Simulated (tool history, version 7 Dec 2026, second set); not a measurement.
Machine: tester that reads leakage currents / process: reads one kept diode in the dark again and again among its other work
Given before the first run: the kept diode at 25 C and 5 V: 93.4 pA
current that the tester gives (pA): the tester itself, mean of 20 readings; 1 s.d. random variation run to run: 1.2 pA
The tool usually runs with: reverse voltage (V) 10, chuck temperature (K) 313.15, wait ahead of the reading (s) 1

run    hour  reverse voltage (V)  chuck temperature (K)  wait ahead of the reading (s)  current that the tester gives (pA)
  1       0                   10                 313.15                              1                              425.65
  2    40.1                 12.9                 313.15                              1                              477.28
  3    81.2                 12.9                 313.15                              1                              478.04
  4   145.2                 12.9                 298.15                              1                              157.88
  5   184.3                 12.9                 298.15                              1                              157.84
  6   246.1                 12.9                 298.15                              1                              158.18
  7   326.8                   10                 325.15                              1                             1007.08
  8   368.1                   10                 325.15                              1                             1010.23
  9   423.9                  5.3                 313.15                              1                              332.35
 10   464.5                  5.3                 313.15                              1                              331.66
 11   541.2                  5.3                 313.15                              1                              334.67
 12   597.5                    8                 313.15                           8.84                              400.42
 13     642                 12.6                 332.15                           0.37                             1819.68
 14   709.7                 15.8                 296.15                           1.35                              155.47
        719  -- chuck's temperature calibrated
 15     753                  3.3                 296.15                           1.35                               69.86
 16   838.3                  3.3                 296.15                           1.35                               70.51
 17   888.5                  6.4                 313.15                           4.32                              345.12
 18   946.5                  2.2                 313.15                           1.58                              218.09
 19    1029                  3.3                 328.15                              1                              747.88
 20  1071.3                  3.3                 328.15                              1                              749.49
 21  1119.8                 15.8                 293.15                           2.12                              118.61
 22  1199.8                 15.8                 293.15                           2.12                              119.51

For each run, the measured value with the value that run would have given without the tool's hidden condition subtracted. The run-to-run variation is shared by both, the gauge scatter possibly not:
Hidden conditions of the tool in this case: stray current of the dirty probe card, pA a volt; current scale over the true one, %; true chuck temperature over the reading, C; drift of the gauge itself on leakage_pa, %.
run  current that the tester gives (pA)
  1                              +17.99
  2                              +22.35
  3                              +23.81
  4                              +13.64
  5                               +14.1
  6                              +14.86
  7                              +54.92
  8                              +58.01
  9                              +22.63
 10                              +23.57
 11                              +25.51
 12                              +33.18
 13                             +128.91
 14                              +22.22
 15                               +2.88
 16                               +3.42
 17                              +11.37
 18                               +6.91
 19                              +23.81
 20                              +26.15
 21                              +15.06
 22                              +15.97
